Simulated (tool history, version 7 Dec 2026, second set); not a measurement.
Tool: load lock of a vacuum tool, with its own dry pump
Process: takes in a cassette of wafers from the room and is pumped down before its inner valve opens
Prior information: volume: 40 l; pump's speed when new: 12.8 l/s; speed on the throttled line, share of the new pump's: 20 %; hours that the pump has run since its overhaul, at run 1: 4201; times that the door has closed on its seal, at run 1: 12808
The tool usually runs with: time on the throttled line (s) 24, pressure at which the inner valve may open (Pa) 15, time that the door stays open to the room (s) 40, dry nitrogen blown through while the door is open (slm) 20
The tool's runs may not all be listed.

run	hour	time on the throttled line (s)	pressure at which the inner valve may open (Pa)	time that the door stays open to the room (s)	dry nitrogen blown through while the door is open (slm)	hours that the pump has run since its overhaul	times that the door has closed on its seal	incoming humidity of the room's air, %	time from the closed door until the inner valve may open (s)	rise of the pressure with all valves shut (Pa/min)
1	0.0	24	15	40	20	4201	12808	41.3	47.3	0.274
2	209.7	24	11	40	20	4410	13128	42.5	48.8	0.294
3	474.2	24	11	40	20	4675	13532	43.8	49.0	0.303
4	730.3	24	15	40	15	4931	13923	42.9	48.4	0.317
5	1028.2	24	15	40	15	5229	14378	45.2	48.2	0.324
6	1318.8	19	15	40	20	5520	14822	41.5	44.5	0.325
7	1537.5	19	15	40	20	5738	15156	42.3	44.4	0.342
8	1778.6	24	15	40	20	5979	15524	42.7	48.4	0.360
9	1956.9	24	26	40	20	6158	15796	44.6	46.8	0.368
10	2225.0	24	26	40	20	6426	16205	42.5	46.9	0.370
11	2428.3	24	26	40	20	6629	16516	46.7	46.9	0.386
12	2708.8	24	26	40	20	6910	16944	47.7	46.9	0.406
13	2853.8	24	26	40	20	7055	17165	46.7	47.0	0.416
14	2991.4	24	26	40	22	7192	17375	42.9	46.8	0.410
15	3289.5	24	26	40	22	7490	17830	45.3	47.1	0.425
16	3585.6	18	15	40	20	7786	18282	44.6	44.6	0.446
17	3797.0	18	15	40	20	7998	18605	45.3	44.7	0.469
18	4050.6	18	15	40	20	8251	18992	44.9	44.3	0.474
19	4188.0	24	12	71	20	8389	19202	47.9	50.0	0.502
20	4364.4	24	11	50	20	8565	19471	43.9	50.5	0.489
21	4491.3	24	11	166	6	8692	19665	48.1	50.8	0.566
22	4621.4	24	11	166	12	8822	19864	43.3	50.8	0.561
23	4796.0	24	11	166	12	8997	20130	44.4	50.8	0.565
24	5068.9	24	14	166	12	9270	20547	44.6	49.6	0.584
25	5269.8	12	12	51	27	9471	20854	42.3	41.0	0.559
26	5397.3	12	12	51	27	9598	21048	46.6	41.5	0.552
27	5614.7	12	12	51	27	9815	21380	47.7	41.6	0.576
28	5848.2	12	12	32	27	10049	21737	45.8	41.3	0.564
29	6130.3	12	12	32	27	10331	22167	48.4	41.7	0.601
30	6323.9	24	15	30	20	10525	22463	45.7	49.7	0.626
31	6468.4	14	15	125	5	10669	22683	42.3	42.2	0.674
32	6648.0	31	12	40	20	10849	22958	43.1	56.5	0.623
33	6856.4	18	15	40	20	11057	23276	46.0	46.0	0.651
34	6987.3	18	15	40	20	11188	23476	48.2	46.2	0.662
# hour 7017.1: door's seal changed, seat wiped
35	7266.4	21	16	27	33	11466	381	43.4	47.7	0.017
36	7444.5	21	16	27	33	11644	652	43.7	47.9	0.028

For each run, the measured value with the value that run would have given without the tool's hidden condition subtracted. The run-to-run variation is shared by both, the gauge scatter possibly not:
Hidden state present: pump's speed, % of a new pump's; leak at the door's seal, Pa l/s; drift of the gauge itself on ready_s, %; drift of the gauge itself on rise_pa_min, %.
run	time from the closed door until the inner valve may open (s)	rise of the pressure with all valves shut (Pa/min)
1	+1.1	+0.249
2	+1.2	+0.265
3	+1.3	+0.275
4	+1.3	+0.288
5	+1.5	+0.296
6	+1.6	+0.306
7	+1.7	+0.319
8	+1.7	+0.333
9	+1.6	+0.340
10	+1.7	+0.347
11	+1.7	+0.357
12	+1.8	+0.377
13	+1.9	+0.386
14	+1.9	+0.387
15	+2.0	+0.401
16	+2.4	+0.421
17	+2.5	+0.445
18	+2.6	+0.451
19	+2.6	+0.466
20	+2.6	+0.458
21	+2.8	+0.477
22	+2.8	+0.491
23	+2.9	+0.491
24	+2.9	+0.511
25	+3.3	+0.532
26	+3.3	+0.526
27	+3.4	+0.546
28	+3.5	+0.541
29	+3.7	+0.580
30	+3.2	+0.599
31	+3.6	+0.608
32	+3.3	+0.599
33	+3.7	+0.622
34	+3.8	+0.636
35	+3.7	+0.004
36	+3.7	+0.007

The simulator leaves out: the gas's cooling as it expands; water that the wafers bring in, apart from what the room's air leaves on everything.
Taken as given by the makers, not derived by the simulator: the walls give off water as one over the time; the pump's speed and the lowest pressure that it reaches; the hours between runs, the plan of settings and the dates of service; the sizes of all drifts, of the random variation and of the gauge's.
